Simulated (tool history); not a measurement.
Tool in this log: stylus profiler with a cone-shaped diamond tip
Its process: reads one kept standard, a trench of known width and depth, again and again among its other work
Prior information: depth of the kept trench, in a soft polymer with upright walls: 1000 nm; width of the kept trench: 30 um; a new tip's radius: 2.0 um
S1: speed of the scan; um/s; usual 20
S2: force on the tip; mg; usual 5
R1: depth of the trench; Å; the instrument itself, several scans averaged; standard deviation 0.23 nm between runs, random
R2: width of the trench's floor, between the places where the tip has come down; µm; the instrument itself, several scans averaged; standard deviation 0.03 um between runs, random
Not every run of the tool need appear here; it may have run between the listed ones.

run    hour  S1     S2       R1     R2
  1       0  20      5    10089  26.07
  2    65.2  20  10.25  10161.2     26
  3     140  20  10.25  10154.3  25.91
  4   237.4  20  10.25  10155.6  25.92
  5   316.6  20    6.4    10101  25.86
  6   363.2  20    6.4  10095.7  25.83
  7   457.9  20    6.4  10089.2  25.82
  8   528.5  17    6.4  10093.1  25.76
  9   602.2  17    6.4  10084.8  25.76
 10   687.7  17    6.4  10084.9  25.65
 11   752.4  17   2.26  10011.5  25.67
 12   846.3  17   2.26  10010.8  25.63
 13   938.5  17   2.26  10003.6  25.57
 14   997.4  19   3.83  10034.5  25.54
 15  1069.1  19   3.83  10029.3   25.5
 16  1151.3  19   3.83    10029  25.47
     1156.9  -- height scale calibrated on a step standard
 17  1249.1  19   3.83   9997.2  25.46
 18  1301.3  54   2.66   9971.6  25.22
 19    1359  53   2.12   9955.6  25.18
 20    1447  19   2.01   9950.8  25.26
 21    1522   8   8.55  10056.2  25.32
     1588.6  -- height scale calibrated on a step standard, once more
 22  1624.1   8   8.55  10159.5  25.32
 23  1718.6   8   6.39  10132.7  25.24
 24  1779.7  30   7.25  10148.9   25.2
 25  1865.5  27   6.63  10127.9  25.14

Here are 5 independent what-if runs from the current tool condition. What would each one return?
  A  1955.1  65  10.23   ?   ?
  B  1955.1   8   9.53   ?   ?
  C  1955.1  35    4.5   ?   ?
  D  1955.1   6   8.89   ?   ?
  E  1955.1  38  11.15   ?   ?

run       R1     R2
  A  10182.4  25.02
  B  10171.4  25.14
  C  10099.2  25.03
  D  10157.9  25.17
  E  10187.9  25.06
The same runs, with their run-to-run variation unchanged, on a tool lacking any hidden condition would have given:
run       R1     R2
  A  10198.6  26.39
  B  10187.5  26.51
  C  10115.2   26.4
  D    10174  26.54
  E  10204.1  26.43
